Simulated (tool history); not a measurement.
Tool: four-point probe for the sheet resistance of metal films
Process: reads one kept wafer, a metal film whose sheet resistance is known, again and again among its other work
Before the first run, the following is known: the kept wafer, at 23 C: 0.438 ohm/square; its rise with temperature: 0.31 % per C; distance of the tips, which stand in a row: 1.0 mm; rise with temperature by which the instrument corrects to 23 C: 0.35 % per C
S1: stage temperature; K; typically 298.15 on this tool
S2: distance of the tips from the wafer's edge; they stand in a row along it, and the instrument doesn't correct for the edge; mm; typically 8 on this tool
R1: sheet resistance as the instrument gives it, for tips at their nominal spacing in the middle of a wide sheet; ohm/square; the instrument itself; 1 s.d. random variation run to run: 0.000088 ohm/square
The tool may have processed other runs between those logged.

| run | hour | S1 | S2 | R1 |
|---|---|---|---|---|
| 1 | 0.0 | 298.15 | 8 | 0.441481 |
| 2 | 11.9 | 298.15 | 8 | 0.441564 |
| 3 | 19.6 | 298.15 | 8 | 0.441546 |
| 4 | 32.4 | 298.15 | 8 | 0.441570 |
| 5 | 43.3 | 298.15 | 8 | 0.441627 |
| 6 | 57.2 | 298.15 | 8 | 0.441600 |
| 7 | 71.6 | 298.15 | 10 | 0.440265 |
| 8 | 86.1 | 297.15 | 10 | 0.440467 |
| 9 | 98.3 | 297.15 | 10 | 0.440262 |
| 10 | 108.2 | 297.15 | 10 | 0.440351 |
| 11 | 116.9 | 297.15 | 10 | 0.440300 |
| 12 | 125.4 | 297.15 | 10 | 0.440334 |
| 13 | 135.9 | 298.15 | 8 | 0.441460 |
| 14 | 142.5 | 300.15 | 8 | 0.441188 |
| 15 | 156.7 | 298.15 | 30 | 0.438091 |
| 16 | 170.8 | 302.15 | 8 | 0.440965 |
| 17 | 183.3 | 293.15 | 34 | 0.439000 |
| 18 | 197.4 | 294.15 | 5 | 0.447687 |
| 19 | 205.6 | 301.15 | 7 | 0.442105 |
| 20 | 220.8 | 301.15 | 7 | 0.442228 |
| 21 | 231.4 | 299.15 | 74 | 0.437798 |
| 22 | 239.7 | 305.15 | 7 | 0.441538 |
| 23 | 252.8 | 293.15 | 8 | 0.442325 |
| 24 | 264.2 | 294.15 | 8 | 0.442239 |
| 25 | 275.8 | 304.15 | 3 | 0.461604 |
| 26 | 284.9 | 304.15 | 3 | 0.461757 |
| 27 | 292.9 | 304.15 | 3 | 0.461519 |
| 28 | 301.3 | 298.15 | 24 | 0.438384 |
| 29 | 315.1 | 293.15 | 23 | 0.439105 |
| 30 | 322.4 | 308.15 | 4 | 0.450658 |
| 31 | 337.4 | 300.15 | 39 | 0.437715 |

Forecast each of these 3 alternatives for the next run:
| A | 351.7 | 304.15 | 39 | ? |
| B | 351.7 | 307.15 | 22 | ? |
| C | 351.7 | 304.15 | 15 | ? |

| run | R1 |
|---|---|
| A | 0.437236 |
| B | 0.437049 |
| C | 0.437997 |
With the hidden condition removed and each run's random variation left untouched, the same runs would have given:
| run | R1 |
|---|---|
| A | 0.437008 |
| B | 0.436819 |
| C | 0.437768 |
